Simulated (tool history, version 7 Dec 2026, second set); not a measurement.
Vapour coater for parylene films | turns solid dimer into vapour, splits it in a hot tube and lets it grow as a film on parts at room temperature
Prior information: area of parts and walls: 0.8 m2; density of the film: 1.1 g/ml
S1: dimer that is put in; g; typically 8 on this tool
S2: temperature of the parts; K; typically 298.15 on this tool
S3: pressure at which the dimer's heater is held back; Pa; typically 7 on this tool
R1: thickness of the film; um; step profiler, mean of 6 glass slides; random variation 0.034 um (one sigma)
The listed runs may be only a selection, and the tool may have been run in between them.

{"run": 1, "hour": 0.0, "S1": 8, "S2": 298.15, "S3": 7, "R1": 5.6}
{"run": 2, "hour": 18.8, "S1": 8, "S2": 298.15, "S3": 7, "R1": 5.57}
{"run": 3, "hour": 46.6, "S1": 8, "S2": 299.15, "S3": 7, "R1": 5.37}
{"run": 4, "hour": 87.8, "S1": 8, "S2": 299.15, "S3": 7, "R1": 5.3}
{"run": 5, "hour": 112.5, "S1": 8, "S2": 298.15, "S3": 5.45, "R1": 5.6}
{"run": 6, "hour": 134.6, "S1": 8, "S2": 298.15, "S3": 5.45, "R1": 5.56}
{"run": 7, "hour": 173.8, "S1": 8, "S2": 298.15, "S3": 5.45, "R1": 5.5}
{"run": 8, "hour": 196.4, "S1": 8, "S2": 298.15, "S3": 7, "R1": 5.39}
{"hour": 230.0, "done": "trap's valve overhauled"}
{"run": 9, "hour": 241.2, "S1": 8, "S2": 298.15, "S3": 7, "R1": 6.05}
{"run": 10, "hour": 261.4, "S1": 8, "S2": 298.15, "S3": 7, "R1": 6.1}
{"run": 11, "hour": 304.3, "S1": 8, "S2": 298.15, "S3": 7, "R1": 6.08}
{"run": 12, "hour": 322.5, "S1": 8, "S2": 298.15, "S3": 7, "R1": 5.92}
{"run": 13, "hour": 355.1, "S1": 8, "S2": 298.15, "S3": 7, "R1": 5.88}
{"run": 14, "hour": 399.2, "S1": 8, "S2": 298.15, "S3": 7, "R1": 5.84}
{"run": 15, "hour": 424.4, "S1": 8, "S2": 298.15, "S3": 7, "R1": 5.84}
{"run": 16, "hour": 444.8, "S1": 8, "S2": 298.15, "S3": 7, "R1": 5.83}
{"run": 17, "hour": 470.2, "S1": 8, "S2": 298.15, "S3": 7, "R1": 5.79}
{"run": 18, "hour": 513.9, "S1": 8, "S2": 298.15, "S3": 7, "R1": 5.7}
{"run": 19, "hour": 551.1, "S1": 8, "S2": 298.15, "S3": 7, "R1": 5.65}
{"run": 20, "hour": 583.5, "S1": 8, "S2": 298.15, "S3": 7, "R1": 5.63}
{"run": 21, "hour": 601.8, "S1": 8, "S2": 298.15, "S3": 7, "R1": 5.56}
{"run": 22, "hour": 620.8, "S1": 8, "S2": 298.15, "S3": 7, "R1": 5.56}
{"run": 23, "hour": 657.3, "S1": 5, "S2": 298.15, "S3": 7, "R1": 3.45}
{"run": 24, "hour": 698.2, "S1": 8, "S2": 298.15, "S3": 7.35, "R1": 5.45}
{"hour": 704.0, "done": "trap's valve overhauled"}
{"run": 25, "hour": 739.0, "S1": 6, "S2": 298.15, "S3": 11.71, "R1": 4.45}
{"run": 26, "hour": 772.1, "S1": 9, "S2": 300.15, "S3": 7, "R1": 6.22}
{"run": 27, "hour": 816.4, "S1": 3, "S2": 300.15, "S3": 2.57, "R1": 2.23}
{"run": 28, "hour": 860.5, "S1": 3, "S2": 300.15, "S3": 2.57, "R1": 2.22}
{"run": 29, "hour": 887.6, "S1": 3, "S2": 291.15, "S3": 3.8, "R1": 3.15}
{"run": 30, "hour": 927.9, "S1": 8, "S2": 306.15, "S3": 3.15, "R1": 4.3}
{"run": 31, "hour": 963.5, "S1": 8, "S2": 306.15, "S3": 3.15, "R1": 4.21}
{"hour": 968.2, "done": "table's thermometer calibrated"}
{"run": 32, "hour": 997.4, "S1": 12, "S2": 298.15, "S3": 4.96, "R1": 9.12}
{"run": 33, "hour": 1039.6, "S1": 10, "S2": 298.15, "S3": 9.43, "R1": 7.1}
{"hour": 1053.6, "done": "table's thermometer calibrated, once more"}
{"run": 34, "hour": 1064.0, "S1": 5, "S2": 300.15, "S3": 3.49, "R1": 3.31}
{"run": 35, "hour": 1105.1, "S1": 5, "S2": 300.15, "S3": 3.49, "R1": 3.21}
{"run": 36, "hour": 1134.7, "S1": 5, "S2": 300.15, "S3": 3.49, "R1": 3.18}
{"run": 37, "hour": 1166.7, "S1": 5, "S2": 300.15, "S3": 3.49, "R1": 3.19}
{"hour": 1179.8, "done": "trap's valve overhauled"}
{"run": 38, "hour": 1205.8, "S1": 13, "S2": 301.15, "S3": 4.84, "R1": 8.62}
{"run": 39, "hour": 1235.3, "S1": 12, "S2": 298.15, "S3": 9.34, "R1": 8.71}
{"run": 40, "hour": 1263.3, "S1": 4, "S2": 304.15, "S3": 7, "R1": 2.19}
{"run": 41, "hour": 1288.6, "S1": 4, "S2": 304.15, "S3": 7.8, "R1": 2.21}
{"run": 42, "hour": 1315.7, "S1": 4, "S2": 305.15, "S3": 3.17, "R1": 2.23}
{"run": 43, "hour": 1356.3, "S1": 8, "S2": 305.15, "S3": 3.17, "R1": 4.44}
{"run": 44, "hour": 1391.5, "S1": 8, "S2": 298.15, "S3": 7, "R1": 5.75}
{"run": 45, "hour": 1423.3, "S1": 14, "S2": 294.15, "S3": 9.01, "R1": 11.7}

5 options for the next run, each taken on its own from the tool as it stands now. Forecast them:
{"run": "A", "hour": 1456.8, "S1": 14, "S2": 297.15, "S3": 6, "R1": "?"}
{"run": "B", "hour": 1456.8, "S1": 7, "S2": 298.15, "S3": 7, "R1": "?"}
{"run": "C", "hour": 1456.8, "S1": 8, "S2": 298.15, "S3": 6.78, "R1": "?"}
{"run": "D", "hour": 1456.8, "S1": 8, "S2": 298.15, "S3": 4.31, "R1": "?"}
{"run": "E", "hour": 1456.8, "S1": 14, "S2": 305.15, "S3": 9.01, "R1": "?"}

run=A R1=10.4
run=B R1=4.89
run=C R1=5.66
run=D R1=5.84
run=E R1=6.93
With the hidden condition removed and each run's random variation left untouched, the same runs would have given:
run=A R1=11.17
run=B R1=5.26
run=C R1=6.08
run=D R1=6.28
run=E R1=7.44
